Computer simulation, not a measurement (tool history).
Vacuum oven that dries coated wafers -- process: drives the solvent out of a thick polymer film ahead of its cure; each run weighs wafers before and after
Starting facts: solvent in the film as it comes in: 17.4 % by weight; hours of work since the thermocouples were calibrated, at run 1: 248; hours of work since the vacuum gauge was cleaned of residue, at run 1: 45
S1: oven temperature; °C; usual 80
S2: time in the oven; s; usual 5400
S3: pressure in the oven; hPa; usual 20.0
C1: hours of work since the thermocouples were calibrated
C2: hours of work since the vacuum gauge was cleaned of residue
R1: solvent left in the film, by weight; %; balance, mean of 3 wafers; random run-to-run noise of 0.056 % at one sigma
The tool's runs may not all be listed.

run   hour  S1    S2    S3   C1   C2    R1
  1    0.0  80  5400  20.0  248   45  3.55
  2   16.2  80  5400  20.0  255   53  3.52
  3   34.1  80  5400  20.0  264   62  3.54
  4   52.4  73  5400  20.0  273   71  5.44
  5   66.2  80  5400  20.0  280   77  3.47
  6   80.1  67  5400  20.0  286   84  6.98
  7   91.5  80  5400  42.3  292   89  4.60
  8  101.5  80  5400  42.3  297   94  4.62
  9  115.6  68  5400  20.0  303  101  6.81
 10  135.1  68  5400  20.0  313  111  6.70
 11  145.4  68  5400  20.0  318  116  6.67
 12  153.9  68  5400  20.0  322  120  6.73
 13  164.8  68  5400  20.0  327  125  6.63
 14  178.7  84  5400  20.0  334  132  2.69
     181.2  -- vacuum gauge cleaned of residue and calibrated
 15  189.2  84  5400  20.0  338    4  2.70
 16  206.8  80  5400  20.0  347   12  3.57
     222.5  -- vacuum gauge cleaned of residue and calibrated, once more
 17  226.5  80  5400  20.0  356    2  3.47
 18  242.4  80  5400  20.0  363   10  3.56
 19  255.3  80  5400  12.6  370   16  3.23
 20  267.6  80  5400  12.6  375   22  3.15
 21  284.4  80  5400  12.6  384   30  3.10
 22  300.6  80  3120  20.0  391   38  6.02
 23  311.3  80  3120  20.0  397   43  5.96
 24  321.8  80  3120  47.9  402   48  7.14
 25  336.9  80  3120  12.3  409   55  5.64
 26  346.6  80  3120  12.3  414   60  5.76
 27  359.8  80  3120  12.3  420   66  5.69
 28  369.6  80  5400  25.9  425   71  3.78
 29  379.6  83  7080  19.4  430   76  1.97
 30  388.2  70  6660  19.3  434   80  5.17
 31  406.2  82  6660  30.4  443   89  2.88
 32  417.8  80  6240  46.0  448   94  4.19
 33  425.7  80  6240  46.0  452   98  4.21
 34  437.9  80  6240  51.9  458  104  4.39
 35  454.7  75  5400  30.5  466  112  5.37
 36  468.7  80  3960  35.2  473  119  5.43
 37  481.5  70  5400  20.0  479  125  6.22
 38  491.5  70  5400  20.0  484  130  6.16
 39  509.8  80  6120  20.0  493  139  2.98
 40  525.2  73  6180  16.9  500  146  4.42
 41  535.0  73  6180  16.9  505  151  4.54
 42  546.5  73  6180  16.9  510  157  4.48
 43  564.0  73  6180  16.9  519  165  4.48
 44  579.2  73  6180  16.9  526  172  4.52
 45  596.4  67  3540  11.7  534  181  8.40
 46  613.0  67  4980  17.7  543  189  7.22
 47  622.1  91  4320  20.0  547  193  2.15
 48  635.2  75  4740  15.5  553  200  5.16

Below are 3 alternative next runs, each starting from the tool's condition after run 48. Predict each:
  A  652.0  80  5400  20.0  561  208   ?
  B  652.0  70  6360  47.4  561  208   ?
  C  652.0  83  5400  20.0  561  208   ?

run    R1
  A  3.50
  B  7.14
  C  2.81
Take away the tool's hidden state, keep each run's random variation, and the runs would have read:
run    R1
  A  3.62
  B  7.31
  C  2.92
